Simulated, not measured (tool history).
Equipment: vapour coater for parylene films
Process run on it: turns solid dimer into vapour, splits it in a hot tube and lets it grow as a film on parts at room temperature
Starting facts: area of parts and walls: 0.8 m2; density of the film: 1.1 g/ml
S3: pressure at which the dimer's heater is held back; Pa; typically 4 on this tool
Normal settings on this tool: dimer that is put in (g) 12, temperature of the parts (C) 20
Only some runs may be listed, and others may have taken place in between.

Run 1, hour 0: usual settings. Result: thickness of the film (nm) 7580.
Run 2, hour 25.9: usual settings. Result: thickness of the film (nm) 7640.
Run 3, hour 67.7: usual settings. Result: thickness of the film (nm) 7610.
Run 4, hour 89.7: usual settings. Result: thickness of the film (nm) 7510.
Run 5, hour 115.7: usual settings but S3 3 Pa. Result: thickness of the film (nm) 7790.
Run 6, hour 144.9: usual settings but S3 4.64 Pa. Result: thickness of the film (nm) 7230.
Run 7, hour 178.1: usual settings. Result: thickness of the film (nm) 7460.
Run 8, hour 203.5: usual settings. Result: thickness of the film (nm) 7360.
Run 9, hour 233.5: usual settings but S3 4.19 Pa. Result: thickness of the film (nm) 7270.
Run 10, hour 265.5: usual settings but dimer that is put in (g) 16. Result: thickness of the film (nm) 9870.
Run 11, hour 308: usual settings but dimer that is put in (g) 19. Result: thickness of the film (nm) 11620.
Run 12, hour 332.3: usual settings but S3 5.39 Pa. Result: thickness of the film (nm) 6880.
At hour 338.9: trap's valve overhauled.
Run 13, hour 379.2: usual settings but S3 5.39 Pa. Result: thickness of the film (nm) 6840.
Run 14, hour 428.3: usual settings but S3 5.39 Pa. Result: thickness of the film (nm) 6810.
At hour 442: trap's valve overhauled, once more.
Run 15, hour 454.5: usual settings but S3 5.39 Pa. Result: thickness of the film (nm) 7380.
Run 16, hour 482.2: usual settings but dimer that is put in (g) 11, temperature of the parts (C) 17. Result: thickness of the film (nm) 7910.
Run 17, hour 509.9: usual settings but dimer that is put in (g) 20, temperature of the parts (C) 13, S3 7.95 Pa. Result: thickness of the film (nm) 14810.
Run 18, hour 554.7: usual settings but dimer that is put in (g) 20, temperature of the parts (C) 13, S3 7.95 Pa. Result: thickness of the film (nm) 14820.
Run 19, hour 598.4: usual settings but dimer that is put in (g) 5, temperature of the parts (C) 25, S3 2.03 Pa. Result: thickness of the film (nm) 2980.
Run 20, hour 643.6: usual settings but dimer that is put in (g) 10, temperature of the parts (C) 14, S3 3.51 Pa. Result: thickness of the film (nm) 8270.
Run 21, hour 676.9: usual settings but dimer that is put in (g) 10, temperature of the parts (C) 14, S3 3.51 Pa. Result: thickness of the film (nm) 8100.
Run 22, hour 703.6: usual settings but dimer that is put in (g) 10, temperature of the parts (C) 14, S3 3.51 Pa. Result: thickness of the film (nm) 8130.
Run 23, hour 730.3: usual settings but dimer that is put in (g) 8, S3 7.84 Pa. Result: thickness of the film (nm) 4470.
Run 24, hour 776: usual settings but dimer that is put in (g) 8, S3 7.84 Pa. Result: thickness of the film (nm) 4430.
Run 25, hour 817.3: usual settings but dimer that is put in (g) 15, temperature of the parts (C) 12, S3 9.45 Pa. Result: thickness of the film (nm) 11070.
At hour 859.7: table's thermometer calibrated.
Run 26, hour 864.6: usual settings but dimer that is put in (g) 15, temperature of the parts (C) 12, S3 7.99 Pa. Result: thickness of the film (nm) 10380.
Run 27, hour 897.4: usual settings but dimer that is put in (g) 11, S3 5.43 Pa. Result: thickness of the film (nm) 6120.
Run 28, hour 924.2: usual settings but dimer that is put in (g) 16, temperature of the parts (C) 18, S3 4.23 Pa. Result: thickness of the film (nm) 9990.

Predict each of these 4 candidate next runs independently; none follows another, all start after run 28:
Run A, hour 956.8: usual settings but dimer that is put in (g) 9, S3 4.85 Pa. Result: thickness of the film (nm) ?.
Run B, hour 956.8: usual settings but dimer that is put in (g) 5, temperature of the parts (C) 12. Result: thickness of the film (nm) ?.
Run C, hour 956.8: usual settings but S3 5.29 Pa. Result: thickness of the film (nm) ?.
Run D, hour 956.8: usual settings but dimer that is put in (g) 22, temperature of the parts (C) 24, S3 9.56 Pa. Result: thickness of the film (nm) ?.

run  thickness of the film (nm)
  A                        5030
  B                        4000
  C                        6550
  D                        9260
Take away the tool's hidden state, keep each run's random variation, and the runs would have read:
run  thickness of the film (nm)
  A                        5360
  B                        4260
  C                        6970
  D                        9860

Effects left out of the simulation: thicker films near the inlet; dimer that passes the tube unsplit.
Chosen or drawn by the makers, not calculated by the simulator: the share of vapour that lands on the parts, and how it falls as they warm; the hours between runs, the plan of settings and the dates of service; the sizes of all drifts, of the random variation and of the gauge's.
